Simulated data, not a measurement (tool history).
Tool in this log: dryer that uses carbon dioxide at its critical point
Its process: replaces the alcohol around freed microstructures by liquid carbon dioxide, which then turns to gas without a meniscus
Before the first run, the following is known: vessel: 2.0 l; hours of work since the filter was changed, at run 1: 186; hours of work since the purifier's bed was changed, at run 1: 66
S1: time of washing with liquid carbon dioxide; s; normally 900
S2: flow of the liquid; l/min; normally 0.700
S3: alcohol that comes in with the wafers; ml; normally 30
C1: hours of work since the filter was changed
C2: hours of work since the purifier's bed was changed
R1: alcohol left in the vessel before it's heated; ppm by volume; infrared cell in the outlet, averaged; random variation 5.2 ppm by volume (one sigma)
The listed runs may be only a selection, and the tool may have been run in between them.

| run | hour | S1 | S2 | S3 | C1 | C2 | R1 |
|---|---|---|---|---|---|---|---|
| 1 | 0.0 | 900 | 0.700 | 30 | 186 | 66 | 113 |
| 2 | 4.3 | 900 | 0.667 | 30 | 189 | 69 | 146 |
| 3 | 14.3 | 900 | 0.857 | 30 | 195 | 75 | 55 |
| 4 | 20.0 | 900 | 0.857 | 30 | 199 | 79 | 60 |
| 5 | 24.3 | 900 | 0.857 | 30 | 202 | 82 | 55 |
| 6 | 29.7 | 900 | 0.857 | 30 | 205 | 86 | 49 |
| 7 | 37.6 | 900 | 0.857 | 30 | 211 | 91 | 48 |
| 8 | 42.6 | 900 | 0.700 | 30 | 214 | 94 | 121 |
| 9 | 50.2 | 900 | 0.700 | 30 | 219 | 99 | 122 |
| 10 | 59.8 | 900 | 0.700 | 30 | 225 | 105 | 122 |
| 11 | 65.8 | 900 | 0.700 | 30 | 229 | 109 | 128 |
| 12 | 71.7 | 900 | 0.700 | 30 | 233 | 113 | 123 |
| 13 | 76.1 | 900 | 0.700 | 24 | 236 | 116 | 107 |
| 14 | 81.0 | 900 | 0.700 | 24 | 239 | 119 | 102 |
| 15 | 88.1 | 840 | 0.670 | 47 | 244 | 124 | 297 |
| 16 | 97.8 | 780 | 0.982 | 24 | 250 | 130 | 49 |
| 17 | 103.0 | 1200 | 0.982 | 64 | 253 | 133 | 25 |
| 18 | 111.2 | 1200 | 0.982 | 64 | 259 | 139 | 16 |
| 19 | 118.7 | 660 | 0.628 | 33 | 264 | 144 | 652 |
| 20 | 125.1 | 900 | 0.700 | 31 | 268 | 148 | 132 |
| 21 | 133.2 | 900 | 0.700 | 31 | 273 | 153 | 149 |
| 22 | 138.3 | 1020 | 0.759 | 24 | 277 | 157 | 52 |
| 23 | 146.3 | 900 | 0.958 | 30 | 282 | 162 | 37 |
| 24 | 156.1 | 900 | 0.601 | 54 | 288 | 168 | 419 |
| 25 | 164.9 | 900 | 0.601 | 54 | 294 | 174 | 407 |

Forecast each of these 5 alternatives for the next run:
| A | 169.3 | 780 | 0.871 | 87 | 297 | 177 | ? |
| B | 169.3 | 1140 | 1.029 | 106 | 297 | 177 | ? |
| C | 169.3 | 720 | 0.851 | 70 | 297 | 177 | ? |
| D | 169.3 | 1380 | 0.805 | 30 | 297 | 177 | ? |
| E | 169.3 | 780 | 0.700 | 30 | 297 | 177 | ? |

| run | R1 |
|---|---|
| A | 254 |
| B | 35 |
| C | 338 |
| D | 29 |
| E | 243 |
What these runs would have given with no unlogged condition in the tool:
| run | R1 |
|---|---|
| A | 170 |
| B | 10 |
| C | 238 |
| D | 6 |
| E | 171 |
